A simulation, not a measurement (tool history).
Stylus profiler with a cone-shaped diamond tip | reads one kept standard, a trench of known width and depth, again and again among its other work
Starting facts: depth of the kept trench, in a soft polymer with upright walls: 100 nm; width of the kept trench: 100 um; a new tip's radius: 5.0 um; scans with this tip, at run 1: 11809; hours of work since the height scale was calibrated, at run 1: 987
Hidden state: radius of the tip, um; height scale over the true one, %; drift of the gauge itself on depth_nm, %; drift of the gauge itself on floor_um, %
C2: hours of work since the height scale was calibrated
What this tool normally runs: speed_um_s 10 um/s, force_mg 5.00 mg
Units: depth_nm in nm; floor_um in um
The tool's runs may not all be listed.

{"run": 1, "hour": 0.0, "speed_um_s": 10, "force_mg": 5.0, "scans with this tip": 11809, "C2": 987, "depth_nm": 102.57, "floor_um": 97.51}
{"run": 2, "hour": 37.1, "speed_um_s": 10, "force_mg": 5.0, "scans with this tip": 12148, "C2": 1016, "depth_nm": 102.53, "floor_um": 97.5}
{"run": 3, "hour": 76.4, "speed_um_s": 10, "force_mg": 4.98, "scans with this tip": 12508, "C2": 1046, "depth_nm": 102.54, "floor_um": 97.48}
{"run": 4, "hour": 127.5, "speed_um_s": 10, "force_mg": 4.98, "scans with this tip": 12975, "C2": 1085, "depth_nm": 102.57, "floor_um": 97.51}
{"run": 5, "hour": 161.9, "speed_um_s": 10, "force_mg": 4.98, "scans with this tip": 13290, "C2": 1111, "depth_nm": 102.53, "floor_um": 97.51}
{"run": 6, "hour": 187.9, "speed_um_s": 10, "force_mg": 12.95, "scans with this tip": 13528, "C2": 1131, "depth_nm": 104.53, "floor_um": 97.48}
{"run": 7, "hour": 226.4, "speed_um_s": 10, "force_mg": 5.0, "scans with this tip": 13880, "C2": 1161, "depth_nm": 102.47, "floor_um": 97.54}
{"run": 8, "hour": 256.5, "speed_um_s": 10, "force_mg": 5.0, "scans with this tip": 14156, "C2": 1184, "depth_nm": 102.57, "floor_um": 97.47}
{"run": 9, "hour": 279.8, "speed_um_s": 10, "force_mg": 5.0, "scans with this tip": 14368, "C2": 1201, "depth_nm": 102.52, "floor_um": 97.46}
{"run": 10, "hour": 330.8, "speed_um_s": 10, "force_mg": 11.85, "scans with this tip": 14835, "C2": 1240, "depth_nm": 104.3, "floor_um": 97.48}
{"hour": 364.7, "done": "height scale calibrated on a step standard"}
{"run": 11, "hour": 380.0, "speed_um_s": 10, "force_mg": 11.85, "scans with this tip": 15280, "C2": 12, "depth_nm": 103.98, "floor_um": 97.48}
{"run": 12, "hour": 402.1, "speed_um_s": 10, "force_mg": 12.51, "scans with this tip": 15482, "C2": 29, "depth_nm": 104.19, "floor_um": 97.38}
{"run": 13, "hour": 426.7, "speed_um_s": 10, "force_mg": 12.51, "scans with this tip": 15707, "C2": 47, "depth_nm": 104.09, "floor_um": 97.38}
{"run": 14, "hour": 461.2, "speed_um_s": 10, "force_mg": 12.51, "scans with this tip": 16023, "C2": 74, "depth_nm": 104.13, "floor_um": 97.43}
{"run": 15, "hour": 484.5, "speed_um_s": 10, "force_mg": 5.0, "scans with this tip": 16236, "C2": 92, "depth_nm": 102.2, "floor_um": 97.39}
{"run": 16, "hour": 508.0, "speed_um_s": 32, "force_mg": 3.24, "scans with this tip": 16451, "C2": 110, "depth_nm": 101.74, "floor_um": 97.28}
{"run": 17, "hour": 537.5, "speed_um_s": 7, "force_mg": 2.4, "scans with this tip": 16721, "C2": 132, "depth_nm": 101.39, "floor_um": 97.38}
{"run": 18, "hour": 581.4, "speed_um_s": 7, "force_mg": 2.4, "scans with this tip": 17123, "C2": 166, "depth_nm": 101.39, "floor_um": 97.43}
{"run": 19, "hour": 611.9, "speed_um_s": 7, "force_mg": 2.4, "scans with this tip": 17401, "C2": 189, "depth_nm": 101.35, "floor_um": 97.33}
{"run": 20, "hour": 652.9, "speed_um_s": 2, "force_mg": 1.69, "scans with this tip": 17776, "C2": 220, "depth_nm": 101.24, "floor_um": 97.39}
{"run": 21, "hour": 699.1, "speed_um_s": 9, "force_mg": 2.88, "scans with this tip": 18198, "C2": 256, "depth_nm": 101.66, "floor_um": 97.32}
{"run": 22, "hour": 735.6, "speed_um_s": 3, "force_mg": 1.79, "scans with this tip": 18533, "C2": 284, "depth_nm": 101.26, "floor_um": 97.38}
{"run": 23, "hour": 773.0, "speed_um_s": 12, "force_mg": 6.04, "scans with this tip": 18875, "C2": 312, "depth_nm": 102.65, "floor_um": 97.34}
{"run": 24, "hour": 814.6, "speed_um_s": 3, "force_mg": 10.0, "scans with this tip": 19255, "C2": 344, "depth_nm": 103.65, "floor_um": 97.37}
{"run": 25, "hour": 860.2, "speed_um_s": 3, "force_mg": 8.4, "scans with this tip": 19672, "C2": 379, "depth_nm": 103.33, "floor_um": 97.35}
{"run": 26, "hour": 890.0, "speed_um_s": 3, "force_mg": 8.4, "scans with this tip": 19945, "C2": 402, "depth_nm": 103.26, "floor_um": 97.32}
{"run": 27, "hour": 917.5, "speed_um_s": 10, "force_mg": 10.27, "scans with this tip": 20196, "C2": 423, "depth_nm": 103.73, "floor_um": 97.28}
{"run": 28, "hour": 953.6, "speed_um_s": 10, "force_mg": 10.27, "scans with this tip": 20526, "C2": 450, "depth_nm": 103.75, "floor_um": 97.3}
{"run": 29, "hour": 984.7, "speed_um_s": 35, "force_mg": 4.73, "scans with this tip": 20811, "C2": 474, "depth_nm": 102.24, "floor_um": 97.17}
{"run": 30, "hour": 1016.5, "speed_um_s": 8, "force_mg": 2.03, "scans with this tip": 21102, "C2": 498, "depth_nm": 101.35, "floor_um": 97.21}

Below are 3 alternative next runs, each starting from the tool's condition after run 30. Predict each:
{"run": "A", "hour": 1053.2, "speed_um_s": 25, "force_mg": 2.03, "scans with this tip": 21437, "C2": 527, "depth_nm": "?", "floor_um": "?"}
{"run": "B", "hour": 1053.2, "speed_um_s": 8, "force_mg": 7.51, "scans with this tip": 21437, "C2": 527, "depth_nm": "?", "floor_um": "?"}
{"run": "C", "hour": 1053.2, "speed_um_s": 26, "force_mg": 2.92, "scans with this tip": 21437, "C2": 527, "depth_nm": "?", "floor_um": "?"}

run=A depth_nm=101.28 floor_um=97.10
run=B depth_nm=103.11 floor_um=97.28
run=C depth_nm=101.68 floor_um=97.15
Take away the tool's hidden state, keep each run's random variation, and the runs would have read:
run=A depth_nm=101.10 floor_um=97.82
run=B depth_nm=102.93 floor_um=98.01
run=C depth_nm=101.51 floor_um=97.88
